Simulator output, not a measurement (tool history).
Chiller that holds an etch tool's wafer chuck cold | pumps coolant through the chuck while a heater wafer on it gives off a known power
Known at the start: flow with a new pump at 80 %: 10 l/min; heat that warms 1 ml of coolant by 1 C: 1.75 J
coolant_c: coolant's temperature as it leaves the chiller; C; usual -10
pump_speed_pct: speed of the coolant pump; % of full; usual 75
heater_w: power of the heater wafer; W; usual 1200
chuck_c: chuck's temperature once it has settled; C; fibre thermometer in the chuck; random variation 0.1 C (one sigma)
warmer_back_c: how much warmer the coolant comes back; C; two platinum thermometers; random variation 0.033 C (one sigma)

run	hour	coolant_c	pump_speed_pct	heater_w	chuck_c	warmer_back_c
1	0	-10	75	1200	-0.9	4.76
2	60.7	-10	75	1200	-0.5	4.72
3	135.7	-3	75	1200	6.5	4.7
4	191.5	-3	75	1200	6.5	4.71
5	276.9	-3	75	1200	6.5	4.75
6	325	-6	75	1200	3.5	4.76
7	391.8	-10	75	1200	-0.4	4.74
8	481.5	-18	75	1200	-8.6	4.82
9	557.9	-18	75	1200	-8.5	4.77
10	643	-18	75	1200	-8.4	4.77
11	715.5	-10	77	1200	-0.6	4.64
12	776.5	-10	75	1200	-0.3	4.75
13	828.1	-10	75	1200	-0.2	4.74
14	887.9	-10	75	1200	-0.4	4.82
15	947.1	-10	75	1200	-0.7	4.8
16	1030.7	-10	75	1200	-0.4	4.85
# hour 1038.2: chiller's thermometer calibrated
17	1101.9	-10	91	1040	-3	3.33
18	1188.3	-3	83	1200	5.7	4.26
19	1242.4	-3	83	1200	5.7	4.32
20	1288.5	-10	80	1200	-1.1	4.48
# hour 1294.1: chiller's thermometer calibrated, once more
21	1365.5	0	97	938	6.2	2.88
22	1418.5	-5	75	1257	5.6	5.1
23	1515.2	-5	75	1257	5.5	5.05
24	1573.1	-10	96	643	-5.7	1.96
25	1637	-10	96	643	-5.7	1.96
26	1686.4	-10	96	643	-5.7	1.97
27	1776.8	-8	85	648	-3.1	2.37
28	1845.7	-8	85	648	-3.2	2.3
29	1937.3	-17	61	850	-8.3	4.41
30	2033.8	-17	61	850	-8.1	4.39
# hour 2118.3: coolant changed, channels flushed
31	2124.4	-3	91	740	1.7	2.42

5 ways to go on from here, each from the tool as it stands after run 31. What would each give?
A	2172.8	-17	75	1200	?	?
B	2172.8	-11	97	1586	?	?
C	2172.8	-5	91	963	?	?
D	2172.8	-3	65	740	?	?
E	2172.8	-10	94	1174	?	?

run	chuck_c	warmer_back_c
A	-7.9	4.98
B	-1.6	4.9
C	1.1	3.2
D	3.4	3.6
E	-2.8	3.8
Without the tool's hidden state the same runs would have given:
run	chuck_c	warmer_back_c
A	-8.6	4.46
B	-2.3	4.38
C	0.7	2.87
D	2.9	3.23
E	-3.3	3.41
